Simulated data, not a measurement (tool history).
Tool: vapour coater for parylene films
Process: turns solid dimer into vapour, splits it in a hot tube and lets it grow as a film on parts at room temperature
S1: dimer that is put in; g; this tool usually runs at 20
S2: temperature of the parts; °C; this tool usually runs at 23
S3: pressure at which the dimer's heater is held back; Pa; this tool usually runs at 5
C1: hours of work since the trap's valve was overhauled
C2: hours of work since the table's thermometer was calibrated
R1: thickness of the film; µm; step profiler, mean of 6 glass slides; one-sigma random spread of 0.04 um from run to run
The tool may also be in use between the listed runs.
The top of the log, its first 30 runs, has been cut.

run	hour	S1	S2	S3	C1	C2	R1
31	346.6	20	17	5	394	397	4.74
32	358.7	22	28	5	404	407	4.38
33	367.8	18	30	9.72	411	414	3.23
34	382.1	16	30	2.56	423	426	3.3
35	396	16	30	5.75	434	437	3.08
36	410.6	11	23	4	446	449	2.41
37	426.5	11	23	3.84	459	462	2.4
# hour 436.2: trap's valve overhauled
38	442.4	21	19	7.3	5	472	4.7
39	458.3	35	18	6.08	18	485	8.08
40	469	33	31	5.61	27	494	6.24
41	485.8	33	31	5.61	41	507	6.26
42	497	33	31	5.61	50	517	6.12
43	513.8	33	31	5.61	64	530	6.22
44	522.9	9	23	5	71	538	1.98
45	533.7	13	16	9.89	80	547	2.92
46	541.6	20	29	5	86	553	3.95
47	556.1	24	29	8.25	98	565	4.55

Each row is a separate what-if for the run after 47, all from the same tool condition, not one after another. Results?
A	571.2	24	19	8.25	110	577	?
B	571.2	25	29	5.91	110	577	?
C	571.2	20	16	5	110	577	?

run	R1
A	5.25
B	4.85
C	4.9
Had the tool no hidden state, the same runs would have come out as:
run	R1
A	5.26
B	4.86
C	4.91
